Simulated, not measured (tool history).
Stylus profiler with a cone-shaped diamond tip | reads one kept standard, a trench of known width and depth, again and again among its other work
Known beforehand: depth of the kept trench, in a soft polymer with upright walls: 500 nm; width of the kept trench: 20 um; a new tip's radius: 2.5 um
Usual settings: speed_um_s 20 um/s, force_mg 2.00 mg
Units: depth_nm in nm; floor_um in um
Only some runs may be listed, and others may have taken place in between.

run,hour,speed_um_s,force_mg,depth_nm,floor_um
1,0.0,20,2.00,504.30,16.10
2,90.4,20,2.00,504.43,16.10
3,167.2,7,2.00,504.34,16.12
4,214.7,7,2.00,504.13,16.10
# hour 234.5: height scale calibrated on a step standard
5,299.7,52,2.00,506.37,15.97
6,346.1,5,2.00,506.54,16.01
7,411.7,5,2.00,506.40,16.04
8,510.4,5,2.00,506.31,16.02
9,593.5,5,2.00,506.25,15.97
10,666.5,20,2.00,506.14,15.91
11,746.6,20,2.00,505.90,15.88
12,828.4,20,2.00,505.96,15.90
13,928.2,20,4.93,511.51,15.88
14,1001.5,20,0.87,502.90,15.83
15,1054.4,20,0.87,502.74,15.77
16,1112.3,20,2.00,505.61,15.73
17,1184.9,20,2.00,505.64,15.71
18,1279.9,20,2.00,505.47,15.71
19,1348.8,20,4.39,509.94,15.75
20,1443.9,20,1.34,503.94,15.67
21,1491.9,72,2.00,505.30,15.49
22,1589.7,20,2.00,505.39,15.61
23,1670.9,40,0.85,502.29,15.47
24,1719.5,37,4.62,509.97,15.58
25,1802.5,37,4.62,509.79,15.56
26,1893.9,15,2.65,506.59,15.59
27,1984.1,39,1.46,503.60,15.44
28,2077.8,39,1.46,503.46,15.41
29,2153.6,54,0.69,501.13,15.22
30,2237.8,30,1.70,503.92,15.44

Estimate the outcome of run 31 from the log above:
# hour 2263.2: new tip fitted, height scale calibrated
31,2285.7,5,3.04,?,?

Run 31 produced depth_nm 508.79 nm, floor_um 16.91 um.
Minus the tool's unlogged condition, the same run would have read depth_nm 508.94 nm, floor_um 16.98 um.
